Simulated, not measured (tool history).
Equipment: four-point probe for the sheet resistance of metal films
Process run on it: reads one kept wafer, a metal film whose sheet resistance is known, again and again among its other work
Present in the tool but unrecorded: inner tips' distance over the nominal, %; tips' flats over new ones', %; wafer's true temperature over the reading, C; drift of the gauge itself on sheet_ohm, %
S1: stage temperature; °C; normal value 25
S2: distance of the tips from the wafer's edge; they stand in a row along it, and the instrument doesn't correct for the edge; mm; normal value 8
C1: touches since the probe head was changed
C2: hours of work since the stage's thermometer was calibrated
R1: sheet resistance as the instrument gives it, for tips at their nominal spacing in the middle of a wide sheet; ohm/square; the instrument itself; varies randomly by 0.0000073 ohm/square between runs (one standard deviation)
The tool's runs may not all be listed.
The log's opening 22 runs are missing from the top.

Run 23, hour 2341.0: usual settings but S1 21 °C, S2 5 mm; C1 26145; C2 1114. Result: R1 0.036599 ohm/square.
Run 24, hour 2420.7: usual settings but S1 21 °C, S2 5 mm; C1 29878; C2 1162. Result: R1 0.036582 ohm/square.
Run 25, hour 2492.3: usual settings but S1 21 °C, S2 5 mm; C1 33229; C2 1205. Result: R1 0.036572 ohm/square.
Run 26, hour 2629.0: usual settings but S1 19 °C, S2 16 mm; C1 39629; C2 1287. Result: R1 0.036381 ohm/square.
Run 27, hour 2702.6: usual settings but S1 19 °C, S2 16 mm; C1 43075; C2 1331. Result: R1 0.036364 ohm/square.
Run 28, hour 2819.5: usual settings but S1 20 °C, S2 36 mm; C1 48547; C2 1401. Result: R1 0.036317 ohm/square.
At hour 2928.9: stage's thermometer calibrated.
Run 29, hour 2939.4: usual settings but S1 34 °C, S2 9 mm; C1 54137; C2 6. Result: R1 0.036159 ohm/square.
Run 30, hour 3011.2: usual settings but S1 34 °C, S2 9 mm; C1 57500; C2 49. Result: R1 0.036152 ohm/square.
Run 31, hour 3121.8: usual settings but S1 30 °C, S2 62 mm; C1 62681; C2 116. Result: R1 0.036098 ohm/square.
Run 32, hour 3208.2: usual settings but S1 30 °C, S2 62 mm; C1 66725; C2 168. Result: R1 0.036076 ohm/square.
Run 33, hour 3277.3: usual settings but S1 30 °C, S2 62 mm; C1 69961; C2 209. Result: R1 0.036062 ohm/square.
Run 34, hour 3419.5: usual settings but S1 29 °C, S2 5 mm; C1 76616; C2 294. Result: R1 0.036227 ohm/square.
Run 35, hour 3519.9: usual settings but S1 31 °C, S2 31 mm; C1 81320; C2 355. Result: R1 0.035982 ohm/square.
Run 36, hour 3654.3: usual settings but S1 23 °C, S2 4 mm; C1 87610; C2 435. Result: R1 0.036331 ohm/square.
Run 37, hour 3771.0: usual settings but S1 23 °C, S2 4 mm; C1 93074; C2 505. Result: R1 0.036332 ohm/square.
Run 38, hour 3848.4: usual settings but S1 23 °C, S2 4 mm; C1 96700; C2 552. Result: R1 0.036307 ohm/square.
At hour 3885.7: new probe head fitted.
Run 39, hour 3974.2: usual settings but S2 35 mm; C1 4142; C2 627. Result: R1 0.036244 ohm/square.
Run 40, hour 4054.9: usual settings but S1 34 °C, S2 5 mm; C1 7920; C2 675. Result: R1 0.036311 ohm/square.
Run 41, hour 4116.1: usual settings but S1 34 °C, S2 57 mm; C1 10786; C2 712. Result: R1 0.036105 ohm/square.
Run 42, hour 4187.0: usual settings but S1 34 °C, S2 9 mm; C1 14106; C2 754. Result: R1 0.036146 ohm/square.
Run 43, hour 4246.3: usual settings but S1 26 °C, S2 55 mm; C1 16881; C2 790. Result: R1 0.036161 ohm/square.
Run 44, hour 4374.0: usual settings but S1 26 °C, S2 55 mm; C1 22862; C2 866. Result: R1 0.036142 ohm/square.

Alternative continuations, all from the tool just after run 44; predict every row:
Run A, hour 4505.4: usual settings but S1 34 °C, S2 23 mm; C1 29011; C2 945. Result: R1 ?.
Run B, hour 4505.4: usual settings but S1 22 °C, S2 4 mm; C1 29011; C2 945. Result: R1 ?.
Run C, hour 4505.4: usual settings; C1 29011; C2 945. Result: R1 ?.
Run D, hour 4505.4: usual settings but S1 19 °C, S2 55 mm; C1 29011; C2 945. Result: R1 ?.
Run E, hour 4505.4: usual settings but S2 57 mm; C1 29011; C2 945. Result: R1 ?.

run        R1
  A  0.036038
  B  0.036449
  C  0.036174
  D  0.036193
  E  0.036105
Had the tool no hidden state, the same runs would have come out as:
run        R1
  A  0.036204
  B  0.036615
  C  0.036340
  D  0.036358
  E  0.036270

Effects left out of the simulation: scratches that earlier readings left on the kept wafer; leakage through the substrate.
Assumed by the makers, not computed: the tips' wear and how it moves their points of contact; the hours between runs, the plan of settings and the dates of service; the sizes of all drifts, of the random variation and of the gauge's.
